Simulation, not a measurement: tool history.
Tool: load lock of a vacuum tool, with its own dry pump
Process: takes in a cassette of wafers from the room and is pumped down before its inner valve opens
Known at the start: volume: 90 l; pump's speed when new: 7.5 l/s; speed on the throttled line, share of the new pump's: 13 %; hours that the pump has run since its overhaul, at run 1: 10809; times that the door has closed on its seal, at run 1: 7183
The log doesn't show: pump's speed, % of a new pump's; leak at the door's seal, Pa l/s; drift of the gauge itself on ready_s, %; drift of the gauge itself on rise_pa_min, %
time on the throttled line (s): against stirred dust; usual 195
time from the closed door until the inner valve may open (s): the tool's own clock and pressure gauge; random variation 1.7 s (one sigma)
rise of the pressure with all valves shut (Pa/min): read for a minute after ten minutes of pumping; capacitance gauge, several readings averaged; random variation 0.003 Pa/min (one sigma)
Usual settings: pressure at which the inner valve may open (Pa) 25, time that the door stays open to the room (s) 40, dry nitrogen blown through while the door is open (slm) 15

run    hour  time on the throttled line (s)  pressure at which the inner valve may open (Pa)  time that the door stays open to the room (s)  dry nitrogen blown through while the door is open (slm)  hours that the pump has run since its overhaul  times that the door has closed on its seal  incoming humidity of the room's air, %  time from the closed door until the inner valve may open (s)  rise of the pressure with all valves shut (Pa/min)
  1     0.0                             195                                               25                                             40                                                       15                                           10809                                        7183                                    45.2                                                         285.7                                               0.051
  2    66.8                             195                                               25                                             40                                                       15                                           10875                                        7286                                    44.9                                                         280.3                                               0.055
  3   121.2                             195                                               25                                             45                                                       15                                           10930                                        7370                                    41.9                                                         281.2                                               0.048
  4   201.4                             195                                               34                                             45                                                       15                                           11010                                        7494                                    44.1                                                         277.2                                               0.055
  5   286.6                             195                                               34                                             45                                                       15                                           11095                                        7625                                    44.4                                                         278.4                                               0.051
      319.4  -- dry pump taken out, an overhauled one fitted
  6   383.7                             195                                               34                                             45                                                       15                                              64                                        7766                                    47.5                                                         266.4                                               0.049
  7   446.5                             195                                               25                                            120                                                       15                                             127                                        7863                                    48.1                                                         273.2                                               0.084
  8   497.4                             195                                               25                                            120                                                       15                                             178                                        7942                                    42.8                                                         272.2                                               0.076
  9   589.9                             195                                               25                                            120                                                       15                                             270                                        8085                                    44.9                                                         272.7                                               0.079
 10   644.6                             195                                               25                                            120                                                       15                                             325                                        8170                                    47.4                                                         273.4                                               0.080
 11   730.2                             195                                               39                                             40                                                       15                                             411                                        8302                                    44.7                                                         264.7                                               0.056
 12   823.9                             195                                               25                                             77                                                       15                                             504                                        8447                                    44.0                                                         272.4                                               0.065
 13   916.9                             195                                               24                                             84                                                       19                                             597                                        8590                                    44.5                                                         270.7                                               0.064
 14  1021.9                             310                                               21                                             52                                                       33                                             702                                        8753                                    46.1                                                         375.9                                               0.050
 15  1126.6                             295                                               19                                            127                                                       11                                             807                                        8914                                    43.7                                                         360.8                                               0.089
 16  1182.3                             274                                               21                                             40                                                        9                                             863                                        9001                                    42.6                                                         342.7                                               0.065
 17  1230.9                             235                                               23                                             40                                                       15                                             911                                        9076                                    42.7                                                         311.7                                               0.061
 18  1284.2                             195                                               25                                             61                                                       15                                             965                                        9158                                    44.3                                                         272.7                                               0.066

Run 19 comes next. What will it give?
 19  1390.2                             195                                               32                                             53                                                       15                                            1071                                        9322                                    42.7                                                             ?                                                   ?

time from the closed door until the inner valve may open (s): 267.4
rise of the pressure with all valves shut (Pa/min): 0.066
Without the tool's hidden state the same run would have given time from the closed door until the inner valve may open (s) 265.4, rise of the pressure with all valves shut (Pa/min) 0.028.

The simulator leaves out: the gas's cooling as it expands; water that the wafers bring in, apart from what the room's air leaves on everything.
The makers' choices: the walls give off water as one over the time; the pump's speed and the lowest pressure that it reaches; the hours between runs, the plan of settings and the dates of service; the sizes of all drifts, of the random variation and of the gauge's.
